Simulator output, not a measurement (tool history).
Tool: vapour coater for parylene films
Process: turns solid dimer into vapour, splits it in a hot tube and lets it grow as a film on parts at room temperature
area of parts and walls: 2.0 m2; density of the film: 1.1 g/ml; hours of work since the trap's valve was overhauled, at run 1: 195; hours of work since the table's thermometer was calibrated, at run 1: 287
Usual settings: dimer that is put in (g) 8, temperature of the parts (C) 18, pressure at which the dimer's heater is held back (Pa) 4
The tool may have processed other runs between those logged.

run   hour  dimer that is put in (g)  temperature of the parts (C)  pressure at which the dimer's heater is held back (Pa)  hours of work since the trap's valve was overhauled  hours of work since the table's thermometer was calibrated  thickness of the film (µm)
  1      0                         8                            18                                                       4                                                  195                                                         287                       1.625
  2   40.5                         8                            18                                                       4                                                  212                                                         305                       1.618
  3     80                         8                            18                                                       4                                                  229                                                         322                       1.616
  4  117.4                         8                            18                                                       4                                                  245                                                         338                        1.62
  5  148.8                         8                            18                                                       4                                                  259                                                         351                       1.599
  6  188.4                        11                            18                                                       4                                                  275                                                         368                       2.188
  7  221.6                        11                            18                                                       4                                                  290                                                         383                       2.193
  8  248.4                        11                            18                                                       4                                                  301                                                         394                       2.189
     263.5  -- trap's valve overhauled
  9  289.7                         8                            18                                                    5.71                                                   11                                                         410                       1.702
 10  309.7                         8                            18                                                    5.71                                                   20                                                         419                       1.677
 11  331.6                         8                            18                                                    5.71                                                   29                                                         428                       1.696
 12  364.6                         8                            18                                                    5.71                                                   43                                                         442                       1.687
 13  384.4                         8                            18                                                    5.71                                                   52                                                         451                       1.671
 14  424.9                         8                            18                                                    5.71                                                   69                                                         468                       1.669
 15  449.5                         8                            18                                                    5.71                                                   80                                                         479                       1.667
 16  474.5                         5                            18                                                       4                                                   91                                                         489                       1.049
 17  500.1                         5                            18                                                       4                                                  102                                                         500                       1.042
 18  535.8                         5                            18                                                       4                                                  117                                                         516                       1.041
 19  556.5                         5                            18                                                       4                                                  126                                                         525                       1.036
 20  576.5                         5                            18                                                       4                                                  134                                                         533                       1.049
 21  616.6                         5                            18                                                       4                                                  152                                                         550                       1.039
 22  655.9                         9                            19                                                    3.65                                                  169                                                         567                        1.82
 23  691.8                         7                            16                                                    4.57                                                  184                                                         583                       1.519
 24  721.9                         7                            16                                                    4.57                                                  197                                                         596                       1.512
 25  756.5                        14                            13                                                    8.32                                                  212                                                         611                       3.218
 26  777.8                        11                            13                                                    9.33                                                  221                                                         620                       2.507
 27  810.7                         3                            17                                                    9.33                                                  235                                                         634                       0.604
 28  831.5                         3                            25                                                     3.2                                                  244                                                         643                       0.506
 29  867.2                         3                            25                                                     3.2                                                  259                                                         658                       0.498
 30  903.6                         3                            25                                                     3.2                                                  275                                                         674                       0.496
 31  925.1                         3                            25                                                     3.2                                                  284                                                         683                       0.473

Run 32 comes next. What will it give?
 32  945.1                        14                            18                                                       4                                                  293                                                         692                           ?

Run 32 gave thickness of the film (µm) 2.796.
The same run, on a tool lacking any hidden state, would have yielded thickness of the film (µm) 3.026.
